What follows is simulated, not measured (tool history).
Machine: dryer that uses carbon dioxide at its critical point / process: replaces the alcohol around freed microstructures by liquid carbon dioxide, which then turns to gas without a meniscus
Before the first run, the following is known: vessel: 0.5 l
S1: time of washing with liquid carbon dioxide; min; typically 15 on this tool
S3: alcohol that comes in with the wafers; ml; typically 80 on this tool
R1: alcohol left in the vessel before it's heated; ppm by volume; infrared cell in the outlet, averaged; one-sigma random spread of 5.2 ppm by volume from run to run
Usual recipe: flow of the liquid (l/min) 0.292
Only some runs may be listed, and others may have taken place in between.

Run 1, hour 0.0: usual settings. Result: R1 266 ppm by volume.
Run 2, hour 27.7: usual settings. Result: R1 285 ppm by volume.
Run 3, hour 59.8: usual settings. Result: R1 292 ppm by volume.
Run 4, hour 95.8: usual settings. Result: R1 314 ppm by volume.
Run 5, hour 121.8: usual settings. Result: R1 317 ppm by volume.
Run 6, hour 158.4: usual settings. Result: R1 331 ppm by volume.
Run 7, hour 203.5: usual settings but flow of the liquid (l/min) 0.388. Result: R1 141 ppm by volume.
At hour 212.6: inlet filter changed.
Run 8, hour 243.8: usual settings but S3 38 ml. Result: R1 159 ppm by volume.
Run 9, hour 288.9: usual settings but S1 12 min. Result: R1 523 ppm by volume.
Run 10, hour 331.4: usual settings but S1 12 min. Result: R1 540 ppm by volume.
Run 11, hour 378.3: usual settings but S1 12 min. Result: R1 561 ppm by volume.
Run 12, hour 422.8: usual settings but flow of the liquid (l/min) 0.330. Result: R1 174 ppm by volume.
Run 13, hour 455.4: usual settings. Result: R1 250 ppm by volume.
Run 14, hour 486.5: usual settings but S1 11 min, flow of the liquid (l/min) 0.368, S3 93 ml. Result: R1 363 ppm by volume.
Run 15, hour 516.6: usual settings but S1 13 min, flow of the liquid (l/min) 0.362, S3 28 ml. Result: R1 161 ppm by volume.
Run 16, hour 562.6: usual settings but S1 24 min, flow of the liquid (l/min) 0.245, S3 28 ml. Result: R1 152 ppm by volume.
Run 17, hour 602.8: usual settings but S1 16 min, flow of the liquid (l/min) 0.177, S3 35 ml. Result: R1 987 ppm by volume.
Run 18, hour 631.0: usual settings but S1 16 min, flow of the liquid (l/min) 0.177, S3 35 ml. Result: R1 975 ppm by volume.
Run 19, hour 659.0: usual settings but S1 9 min, flow of the liquid (l/min) 0.183. Result: R1 12563 ppm by volume.
Run 20, hour 695.2: usual settings but S1 9 min, flow of the liquid (l/min) 0.177, S3 31 ml. Result: R1 5645 ppm by volume.
Run 21, hour 731.2: usual settings but S1 22 min, flow of the liquid (l/min) 0.217, S3 42 ml. Result: R1 208 ppm by volume.
Run 22, hour 779.2: usual settings but S1 22 min, flow of the liquid (l/min) 0.217, S3 42 ml. Result: R1 233 ppm by volume.
Run 23, hour 808.2: usual settings but S1 22 min, flow of the liquid (l/min) 0.217, S3 42 ml. Result: R1 241 ppm by volume.
Run 24, hour 855.3: usual settings but S1 22 min, flow of the liquid (l/min) 0.217, S3 42 ml. Result: R1 249 ppm by volume.
Run 25, hour 903.0: usual settings but S1 12 min, flow of the liquid (l/min) 0.246, S3 93 ml. Result: R1 2424 ppm by volume.

Pick out some run-to-run changes in R1. Of each, how much would a tool without hidden state show as well, from the settings, what came in and chance, and how much is left for the hidden state and any gauge scatter not in both results compared?
Hidden conditions of the tool in this case: flow that reaches the vessel past the clogged filter, %; alcohol in the recycled carbon dioxide, ppm; drift of the gauge itself on alcohol_ppm, %.
Run 18 -> 19: S1 16 -> 9, flow of the liquid (l/min) 0.177 -> 0.183, S3 35 -> 80. R1 +11588 ppm by volume: hidden state +2418, all else +9170.
Run 19 -> 20: flow of the liquid (l/min) 0.183 -> 0.177, S3 80 -> 31. R1 -6918 ppm by volume: hidden state -1440, all else -5478.
